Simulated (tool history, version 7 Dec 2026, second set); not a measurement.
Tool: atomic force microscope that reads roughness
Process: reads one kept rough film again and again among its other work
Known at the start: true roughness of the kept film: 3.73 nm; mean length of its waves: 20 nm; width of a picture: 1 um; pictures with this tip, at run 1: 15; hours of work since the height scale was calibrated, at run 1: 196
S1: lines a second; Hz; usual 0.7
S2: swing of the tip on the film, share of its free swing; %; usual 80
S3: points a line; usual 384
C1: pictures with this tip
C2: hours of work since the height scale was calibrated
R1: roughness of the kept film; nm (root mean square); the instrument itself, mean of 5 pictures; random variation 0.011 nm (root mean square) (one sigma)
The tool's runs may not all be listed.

run	hour	S1	S2	S3	C1	C2	R1
1	0	0.7	80	384	15	196	2.502
2	8.3	0.7	80	501	36	203	2.331
3	12.9	0.7	80	501	47	206	2.289
4	22.2	0.7	80	501	70	214	2.131
5	30.4	0.7	80	400	90	220	2.007
6	38.4	0.7	80	400	109	226	1.866
7	47.8	0.7	80	400	133	234	1.772
8	55.7	0.7	80	400	152	240	1.701
9	66.6	0.7	80	400	179	249	1.612
10	72.8	0.7	80	400	194	254	1.579
# hour 79.2: new tip fitted
11	81.9	0.7	65	400	7	261	2.572
12	89.9	0.7	80	384	27	267	2.345
13	96.5	0.7	80	384	43	272	2.233
14	107.5	0.7	80	384	70	281	2.079
15	114.8	0.7	80	384	88	286	1.988
16	124	0.7	80	264	110	294	1.84
17	133.6	0.7	80	264	134	301	1.717
18	141.3	0.7	80	264	153	307	1.65
19	152.2	0.7	80	384	180	316	1.596
20	163	0.7	80	384	206	325	1.497
# hour 164.5: new tip fitted
21	173.9	0.7	80	384	23	333	2.373
# hour 175.9: height scale calibrated on a step standard
22	183.2	0.916	77	651	43	6	2.232
23	188.9	0.7	65	384	57	10	2.168
24	198.6	0.7	65	384	81	18	2.027
25	203.4	2.148	65	384	93	22	1.914
26	208.6	2.148	65	384	105	26	1.859
# hour 213: height scale calibrated on a step standard, once more
27	218.4	1.016	84	487	127	4	1.753
28	223.4	1.016	84	487	139	8	1.724
29	233.4	1.054	85	384	164	16	1.605
30	242.1	1.343	74	384	185	23	1.549
31	247	1.722	75	365	197	27	1.485
# hour 252.2: new tip fitted
32	256.4	1.722	69	914	10	34	2.485
33	262.7	0.585	80	360	26	39	2.356
34	272.7	0.7	72	384	50	47	2.212
35	279.4	0.84	76	384	66	52	2.095
36	289.1	0.539	89	825	90	60	1.992
37	300.2	0.539	89	825	118	69	1.839
38	311.1	2.28	70	384	144	77	1.671

How the hidden state differs across the entries between the runs, from the last listed run before each to the first after it:
Between runs 10 and 11: new tip fitted (hour 79.2)
  radius of the tip, nm: 35 -> 11.2
  measured less the result without the state, R1: -1.062 -> -0.089 nm (root mean square)
Between runs 20 and 21: new tip fitted (hour 164.5)
  radius of the tip, nm: 37.8 -> 13.8
  measured less the result without the state, R1: -1.12 -> -0.25 nm (root mean square)
Between runs 21 and 22: height scale calibrated on a step standard (hour 175.9)
  radius of the tip, nm: 13.8 -> 16.5; height scale over the true one, %: -0.18 -> -0.23
  measured less the result without the state, R1: -0.25 -> -0.395 nm (root mean square)
Between runs 26 and 27: height scale calibrated on a step standard, once more (hour 213)
  radius of the tip, nm: 24.7 -> 27.5; height scale over the true one, %: -0.24 -> -0.06
  measured less the result without the state, R1: -0.739 -> -0.827 nm (root mean square)
Between runs 31 and 32: new tip fitted (hour 252.2)
  radius of the tip, nm: 36.8 -> 12.1
  measured less the result without the state, R1: -1.071 -> -0.14 nm (root mean square)
